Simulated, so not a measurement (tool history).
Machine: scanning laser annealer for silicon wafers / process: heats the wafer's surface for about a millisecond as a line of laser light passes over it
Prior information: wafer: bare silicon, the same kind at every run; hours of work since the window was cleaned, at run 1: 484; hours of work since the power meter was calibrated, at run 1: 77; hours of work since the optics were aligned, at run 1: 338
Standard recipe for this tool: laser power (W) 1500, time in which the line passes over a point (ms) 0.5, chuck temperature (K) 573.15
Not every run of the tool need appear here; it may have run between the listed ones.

| run | hour | laser power (W) | time in which the line passes over a point (ms) | chuck temperature (K) | hours of work since the window was cleaned | hours of work since the power meter was calibrated | hours of work since the optics were aligned | highest temperature of the surface (K) |
|---|---|---|---|---|---|---|---|---|
| 1 | 0 | 1500 | 0.5 | 573.15 | 484 | 77 | 338 | 1297.15 |
| 2 | 6.1 | 1500 | 0.5 | 573.15 | 488 | 81 | 341 | 1298.15 |
| 3 | 15.7 | 1500 | 0.5 | 573.15 | 493 | 86 | 347 | 1298.15 |
| 4 | 20.5 | 1500 | 0.5 | 573.15 | 496 | 89 | 349 | 1300.15 |
| 5 | 28.4 | 1500 | 0.5 | 573.15 | 500 | 93 | 354 | 1293.15 |
| 6 | 38.5 | 1500 | 0.5 | 573.15 | 506 | 99 | 359 | 1297.15 |
| 7 | 45.1 | 1500 | 0.5 | 566.15 | 509 | 102 | 363 | 1292.15 |
| 8 | 53.6 | 1500 | 0.5 | 566.15 | 514 | 107 | 368 | 1288.15 |
| 9 | 62.2 | 1500 | 0.5 | 574.15 | 519 | 112 | 373 | 1297.15 |
| 10 | 68.9 | 1500 | 0.5 | 595.15 | 523 | 116 | 376 | 1318.15 |
| 11 | 75.7 | 1500 | 0.5 | 595.15 | 527 | 120 | 380 | 1317.15 |
| 12 | 85.4 | 1500 | 0.5 | 595.15 | 532 | 125 | 386 | 1313.15 |
| 13 | 95.6 | 1500 | 0.5 | 595.15 | 538 | 131 | 391 | 1315.15 |
| 14 | 100.8 | 1500 | 0.5 | 573.15 | 541 | 134 | 394 | 1295.15 |
| 15 | 108.2 | 1500 | 0.5 | 584.15 | 545 | 138 | 398 | 1303.15 |
| 16 | 115.7 | 1500 | 0.5 | 601.15 | 549 | 142 | 403 | 1321.15 |
| 17 | 122.8 | 1500 | 0.5 | 601.15 | 553 | 146 | 407 | 1324.15 |
| 18 | 129.3 | 1500 | 0.5 | 601.15 | 557 | 150 | 410 | 1322.15 |
| 19 | 134.9 | 1500 | 0.5 | 601.15 | 560 | 153 | 413 | 1323.15 |
| 20 | 140.4 | 1500 | 0.5 | 601.15 | 563 | 156 | 416 | 1323.15 |
| 21 | 146.6 | 1500 | 0.5 | 601.15 | 566 | 159 | 420 | 1320.15 |
| 22 | 156.4 | 1281 | 0.5 | 588.15 | 572 | 165 | 425 | 1187.15 |
| 23 | 164.9 | 1513 | 0.377 | 542.15 | 577 | 170 | 430 | 1155.15 |
| 24 | 172.7 | 1513 | 0.377 | 542.15 | 581 | 174 | 435 | 1158.15 |
| 25 | 183.2 | 1645 | 0.424 | 607.15 | 587 | 180 | 440 | 1329.15 |
| 26 | 191.7 | 1645 | 0.424 | 607.15 | 592 | 185 | 445 | 1329.15 |
| 27 | 199.1 | 1320 | 0.392 | 603.15 | 596 | 189 | 449 | 1138.15 |
|  | 202.6 | laser's power meter calibrated |
| 28 | 208 | 1458 | 0.569 | 554.15 | 599 | 3 | 453 | 1305.15 |
| 29 | 212.3 | 1457 | 0.4 | 562.15 | 601 | 5 | 455 | 1171.15 |
|  | 221.6 | laser's power meter calibrated, once more |
| 30 | 223.1 | 1537 | 0.494 | 562.15 | 606 | 1 | 459 | 1290.15 |
| 31 | 229.4 | 1367 | 0.389 | 574.15 | 609 | 4 | 463 | 1128.15 |
| 32 | 239.4 | 1367 | 0.389 | 574.15 | 615 | 10 | 469 | 1126.15 |
| 33 | 248.8 | 1638 | 0.389 | 592.15 | 620 | 15 | 474 | 1273.15 |
| 34 | 257.3 | 1285 | 0.389 | 595.15 | 625 | 20 | 479 | 1112.15 |
| 35 | 261.7 | 1285 | 0.389 | 595.15 | 627 | 22 | 481 | 1111.15 |
| 36 | 266.5 | 1285 | 0.38 | 552.15 | 630 | 25 | 484 | 1064.15 |
| 37 | 273.7 | 1624 | 0.5 | 613.15 | 634 | 29 | 488 | 1388.15 |
| 38 | 279.4 | 1418 | 0.452 | 573.15 | 637 | 32 | 491 | 1204.15 |
| 39 | 285.3 | 1385 | 0.452 | 575.15 | 641 | 36 | 494 | 1187.15 |
| 40 | 290.2 | 1481 | 0.5 | 589.15 | 643 | 38 | 497 | 1287.15 |
| 41 | 296.7 | 1481 | 0.5 | 589.15 | 647 | 42 | 501 | 1289.15 |

Below are 4 alternative next runs, each starting from the tool's condition after run 41. Predict each:
|  | 299.5 | window over the wafer cleaned |
| A | 306.2 | 1618 | 0.5 | 589.15 | 4 | 46 | 505 | ? |
|  | 299.5 | window over the wafer cleaned |
| B | 306.2 | 1551 | 0.36 | 572.15 | 4 | 46 | 505 | ? |
|  | 299.5 | window over the wafer cleaned |
| C | 306.2 | 1404 | 0.421 | 589.15 | 4 | 46 | 505 | ? |
|  | 299.5 | window over the wafer cleaned |
| D | 306.2 | 1453 | 0.49 | 537.15 | 4 | 46 | 505 | ? |

| run | highest temperature of the surface (K) |
|---|---|
| A | 1417.15 |
| B | 1225.15 |
| C | 1228.15 |
| D | 1260.15 |
Stripped of hidden state, with their random variation kept, the same runs would have yielded:
| run | highest temperature of the surface (K) |
|---|---|
| A | 1422.15 |
| B | 1229.15 |
| C | 1232.15 |
| D | 1265.15 |
